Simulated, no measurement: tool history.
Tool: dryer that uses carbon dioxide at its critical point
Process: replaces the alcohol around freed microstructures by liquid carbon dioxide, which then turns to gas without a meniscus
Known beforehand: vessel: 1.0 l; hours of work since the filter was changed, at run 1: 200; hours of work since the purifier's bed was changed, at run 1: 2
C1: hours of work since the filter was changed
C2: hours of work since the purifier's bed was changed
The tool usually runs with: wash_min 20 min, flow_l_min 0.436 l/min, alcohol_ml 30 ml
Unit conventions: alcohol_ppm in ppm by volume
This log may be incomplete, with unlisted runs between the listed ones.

Run 1, hour 0.0: usual settings; C1 200; C2 2. Result: alcohol_ppm 36 ppm by volume.
Run 2, hour 7.2: usual settings; C1 202; C2 5. Result: alcohol_ppm 33 ppm by volume.
Run 3, hour 14.3: usual settings but flow_l_min 0.581 l/min; C1 205; C2 7. Result: alcohol_ppm 0 ppm by volume.
Run 4, hour 29.4: usual settings but wash_min 31 min; C1 210; C2 12. Result: alcohol_ppm 5 ppm by volume.
Run 5, hour 43.1: usual settings; C1 214; C2 17. Result: alcohol_ppm 29 ppm by volume.
Run 6, hour 58.0: usual settings; C1 219; C2 22. Result: alcohol_ppm 38 ppm by volume.
Run 7, hour 65.5: usual settings but alcohol_ml 82 ml; C1 222; C2 24. Result: alcohol_ppm 88 ppm by volume.
Run 8, hour 79.9: usual settings but flow_l_min 0.306 l/min; C1 227; C2 29. Result: alcohol_ppm 248 ppm by volume.
Run 9, hour 93.9: usual settings; C1 231; C2 34. Result: alcohol_ppm 31 ppm by volume.
Run 10, hour 106.2: usual settings; C1 235; C2 38. Result: alcohol_ppm 48 ppm by volume.
Run 11, hour 119.2: usual settings; C1 240; C2 42. Result: alcohol_ppm 49 ppm by volume.
Run 12, hour 132.5: usual settings; C1 244; C2 47. Result: alcohol_ppm 45 ppm by volume.
Run 13, hour 141.2: usual settings but flow_l_min 0.403 l/min; C1 247; C2 50. Result: alcohol_ppm 78 ppm by volume.
Run 14, hour 157.6: usual settings but flow_l_min 0.415 l/min; C1 252; C2 55. Result: alcohol_ppm 53 ppm by volume.
Run 15, hour 170.2: usual settings; C1 257; C2 59. Result: alcohol_ppm 43 ppm by volume.
Run 16, hour 181.7: usual settings; C1 261; C2 63. Result: alcohol_ppm 49 ppm by volume.
Run 17, hour 190.7: usual settings but alcohol_ml 28 ml; C1 264; C2 66. Result: alcohol_ppm 48 ppm by volume.
Run 18, hour 203.3: usual settings; C1 268; C2 70. Result: alcohol_ppm 61 ppm by volume.
Run 19, hour 217.9: usual settings; C1 273; C2 75. Result: alcohol_ppm 52 ppm by volume.
Run 20, hour 227.1: usual settings but flow_l_min 0.282 l/min; C1 276; C2 78. Result: alcohol_ppm 373 ppm by volume.
Run 21, hour 241.3: usual settings but flow_l_min 0.282 l/min; C1 280; C2 83. Result: alcohol_ppm 391 ppm by volume.
Run 22, hour 252.6: usual settings but wash_min 15 min, flow_l_min 0.624 l/min, alcohol_ml 119 ml; C1 284; C2 87. Result: alcohol_ppm 110 ppm by volume.
Run 23, hour 265.1: usual settings but wash_min 18 min, flow_l_min 0.692 l/min, alcohol_ml 34 ml; C1 288; C2 91. Result: alcohol_ppm 18 ppm by volume.
Run 24, hour 274.2: usual settings but wash_min 18 min, flow_l_min 0.692 l/min, alcohol_ml 34 ml; C1 291; C2 94. Result: alcohol_ppm 27 ppm by volume.
Run 25, hour 281.0: usual settings but alcohol_ml 94 ml; C1 294; C2 96. Result: alcohol_ppm 128 ppm by volume.
Run 26, hour 288.2: usual settings but alcohol_ml 70 ml; C1 296; C2 99. Result: alcohol_ppm 110 ppm by volume.
Run 27, hour 297.6: usual settings but flow_l_min 0.538 l/min, alcohol_ml 105 ml; C1 299; C2 102. Result: alcohol_ppm 52 ppm by volume.
Run 28, hour 313.1: usual settings but flow_l_min 0.538 l/min, alcohol_ml 84 ml; C1 304; C2 107. Result: alcohol_ppm 35 ppm by volume.
Run 29, hour 324.1: usual settings but flow_l_min 0.538 l/min, alcohol_ml 60 ml; C1 308; C2 111. Result: alcohol_ppm 46 ppm by volume.
Run 30, hour 332.4: usual settings but flow_l_min 0.286 l/min, alcohol_ml 86 ml; C1 311; C2 114. Result: alcohol_ppm 1058 ppm by volume.
Run 31, hour 339.2: usual settings but flow_l_min 0.417 l/min, alcohol_ml 86 ml; C1 313; C2 116. Result: alcohol_ppm 171 ppm by volume.
Run 32, hour 349.9: usual settings but wash_min 21 min, flow_l_min 0.278 l/min, alcohol_ml 39 ml; C1 317; C2 119. Result: alcohol_ppm 448 ppm by volume.

Expected results for the next run?
Run 33, hour 356.6: usual settings but wash_min 19 min, flow_l_min 0.278 l/min, alcohol_ml 21 ml; C1 319; C2 122. Result: alcohol_ppm ?.

alcohol_ppm: 376 ppm by volume
If the tool had no hidden condition, the same run with the same run-to-run variation would have returned alcohol_ppm 217 ppm by volume.

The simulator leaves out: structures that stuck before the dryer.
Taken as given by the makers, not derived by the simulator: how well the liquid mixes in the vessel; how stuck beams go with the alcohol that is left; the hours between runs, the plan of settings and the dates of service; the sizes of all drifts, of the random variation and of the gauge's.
